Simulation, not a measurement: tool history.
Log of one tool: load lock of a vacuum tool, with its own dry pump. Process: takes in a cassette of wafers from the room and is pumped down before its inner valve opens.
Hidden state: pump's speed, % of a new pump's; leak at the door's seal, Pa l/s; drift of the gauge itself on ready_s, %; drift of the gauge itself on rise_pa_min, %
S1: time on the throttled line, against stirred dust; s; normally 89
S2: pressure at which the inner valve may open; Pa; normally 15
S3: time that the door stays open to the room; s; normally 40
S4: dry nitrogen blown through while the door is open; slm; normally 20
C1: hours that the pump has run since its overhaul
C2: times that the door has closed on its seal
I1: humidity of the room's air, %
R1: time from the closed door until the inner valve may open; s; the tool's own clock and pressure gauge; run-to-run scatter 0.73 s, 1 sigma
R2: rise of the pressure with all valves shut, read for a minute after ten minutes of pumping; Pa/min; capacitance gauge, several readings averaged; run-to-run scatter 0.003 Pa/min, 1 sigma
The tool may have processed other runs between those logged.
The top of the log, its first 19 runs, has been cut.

| run | day | S1 | S2 | S3 | S4 | C1 | C2 | I1 | R1 | R2 |
|---|---|---|---|---|---|---|---|---|---|---|
|  | 138.354 | dry pump taken out, an overhauled one fitted |
| 20 | 141.242 | 60 | 10 | 39 | 4 | 69 | 6040 | 45.8 | 140.3 | 0.066 |
| 21 | 146.825 | 89 | 20 | 40 | 9 | 203 | 6661 | 44.0 | 158.5 | 0.059 |
| 22 | 156.533 | 89 | 20 | 40 | 9 | 436 | 7739 | 43.6 | 159.2 | 0.060 |
| 23 | 165.496 | 133 | 25 | 60 | 7 | 651 | 8736 | 43.0 | 196.0 | 0.076 |
| 24 | 175.583 | 89 | 15 | 47 | 20 | 893 | 9857 | 49.4 | 161.0 | 0.066 |
| 25 | 182.362 | 89 | 15 | 47 | 20 | 1056 | 10610 | 45.1 | 163.7 | 0.066 |
| 26 | 187.900 | 89 | 15 | 47 | 20 | 1189 | 11226 | 45.6 | 163.3 | 0.076 |
| 27 | 194.183 | 89 | 15 | 47 | 4 | 1340 | 11924 | 45.2 | 161.7 | 0.089 |
| 28 | 201.242 | 100 | 15 | 40 | 20 | 1509 | 12709 | 43.1 | 172.6 | 0.075 |
| 29 | 210.408 | 145 | 15 | 40 | 19 | 1729 | 13727 | 42.3 | 210.7 | 0.080 |
| 30 | 220.388 | 145 | 16 | 39 | 19 | 1969 | 14836 | 45.5 | 211.1 | 0.091 |
| 31 | 226.412 | 175 | 25 | 53 | 15 | 2113 | 15506 | 42.7 | 232.5 | 0.093 |
| 32 | 231.758 | 88 | 23 | 108 | 32 | 2242 | 16100 | 46.0 | 158.6 | 0.099 |
| 33 | 238.400 | 89 | 16 | 40 | 20 | 2401 | 16838 | 45.2 | 162.8 | 0.096 |
| 34 | 246.942 | 89 | 16 | 40 | 20 | 2606 | 17788 | 47.8 | 162.0 | 0.105 |
| 35 | 251.238 | 89 | 16 | 40 | 9 | 2709 | 18265 | 45.2 | 162.9 | 0.116 |

Each row is a separate what-if for the run after 35, all from the same tool condition, not one after another. Results?
| A | 258.975 | 89 | 16 | 179 | 17 | 2895 | 19125 | 48.7 | ? | ? |
| B | 258.975 | 89 | 16 | 107 | 4 | 2895 | 19125 | 46.6 | ? | ? |
| C | 258.975 | 55 | 11 | 40 | 5 | 2895 | 19125 | 46.8 | ? | ? |
| D | 258.975 | 97 | 16 | 40 | 9 | 2895 | 19125 | 48.3 | ? | ? |

| run | R1 | R2 |
|---|---|---|
| A | 162.5 | 0.138 |
| B | 164.1 | 0.147 |
| C | 137.2 | 0.133 |
| D | 171.4 | 0.119 |
With no hidden state in the tool, these same runs would have given:
| run | R1 | R2 |
|---|---|---|
| A | 160.3 | 0.056 |
| B | 161.8 | 0.065 |
| C | 134.7 | 0.050 |
| D | 169.2 | 0.037 |
